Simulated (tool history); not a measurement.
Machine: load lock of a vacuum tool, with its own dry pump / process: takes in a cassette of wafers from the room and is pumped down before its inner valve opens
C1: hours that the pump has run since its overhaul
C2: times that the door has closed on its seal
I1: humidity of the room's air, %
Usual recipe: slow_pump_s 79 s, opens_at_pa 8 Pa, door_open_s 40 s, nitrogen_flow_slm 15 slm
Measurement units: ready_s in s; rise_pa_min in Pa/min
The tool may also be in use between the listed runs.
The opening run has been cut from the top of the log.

Run 2, hour 81.1: usual settings; C1 6416; C2 6617; I1 44.5. Result: ready_s 115.7 s, rise_pa_min 0.036 Pa/min.
Run 3, hour 140: usual settings; C1 6475; C2 6832; I1 45. Result: ready_s 115.4 s, rise_pa_min 0.03 Pa/min.
Run 4, hour 209.3: usual settings but nitrogen_flow_slm 18 slm; C1 6545; C2 7086; I1 44. Result: ready_s 118.2 s, rise_pa_min 0.029 Pa/min.
Run 5, hour 307.4: usual settings but door_open_s 110 s, nitrogen_flow_slm 18 slm; C1 6643; C2 7444; I1 46.4. Result: ready_s 117 s, rise_pa_min 0.048 Pa/min.
Run 6, hour 400.2: usual settings but slow_pump_s 104 s; C1 6736; C2 7783; I1 46. Result: ready_s 138.7 s, rise_pa_min 0.032 Pa/min.
Run 7, hour 467.4: usual settings but slow_pump_s 104 s; C1 6803; C2 8028; I1 46.4. Result: ready_s 138.8 s, rise_pa_min 0.037 Pa/min.
Run 8, hour 524.6: usual settings but slow_pump_s 104 s; C1 6860; C2 8237; I1 43.8. Result: ready_s 138.3 s, rise_pa_min 0.035 Pa/min.
Run 9, hour 566.2: usual settings; C1 6902; C2 8390; I1 45.7. Result: ready_s 117.1 s, rise_pa_min 0.041 Pa/min.
Run 10, hour 605.7: usual settings but nitrogen_flow_slm 10 slm; C1 6941; C2 8534; I1 42.6. Result: ready_s 117 s, rise_pa_min 0.037 Pa/min.
Run 11, hour 687.9: usual settings but nitrogen_flow_slm 10 slm; C1 7023; C2 8834; I1 43.1. Result: ready_s 116.7 s, rise_pa_min 0.042 Pa/min.
Run 12, hour 745.3: usual settings but nitrogen_flow_slm 35 slm; C1 7081; C2 9044; I1 45.4. Result: ready_s 117.1 s, rise_pa_min 0.028 Pa/min.
Run 13, hour 828.4: usual settings but nitrogen_flow_slm 35 slm; C1 7164; C2 9347; I1 43.4. Result: ready_s 116.5 s, rise_pa_min 0.038 Pa/min.
Run 14, hour 913.5: usual settings but nitrogen_flow_slm 35 slm; C1 7249; C2 9658; I1 43.3. Result: ready_s 116.7 s, rise_pa_min 0.04 Pa/min.
Run 15, hour 992.5: usual settings but nitrogen_flow_slm 35 slm; C1 7328; C2 9947; I1 51.2. Result: ready_s 117.8 s, rise_pa_min 0.039 Pa/min.
Run 16, hour 1039.2: usual settings but nitrogen_flow_slm 11 slm; C1 7375; C2 10118; I1 41.1. Result: ready_s 117.7 s, rise_pa_min 0.047 Pa/min.
Run 17, hour 1081.9: usual settings but slow_pump_s 104 s; C1 7417; C2 10274; I1 43.1. Result: ready_s 138.8 s, rise_pa_min 0.043 Pa/min.
Run 18, hour 1166.1: usual settings; C1 7501; C2 10582; I1 46.6. Result: ready_s 116 s, rise_pa_min 0.048 Pa/min.
Run 19, hour 1236.2: usual settings; C1 7572; C2 10838; I1 45.9. Result: ready_s 119 s, rise_pa_min 0.043 Pa/min.

Run 20 is up next; what results do you expect?
Run 20, hour 1320.1: usual settings but opens_at_pa 15 Pa; C1 7656; C2 11144; I1 46.2. Result: ready_s ?, rise_pa_min ?.

{"run 20": {"ready_s": 114.4, "rise_pa_min": 0.048}}
Were there no unlogged condition in the tool, this run, its random variation unchanged, would have produced ready_s 109.4 s, rise_pa_min 0.014 Pa/min.
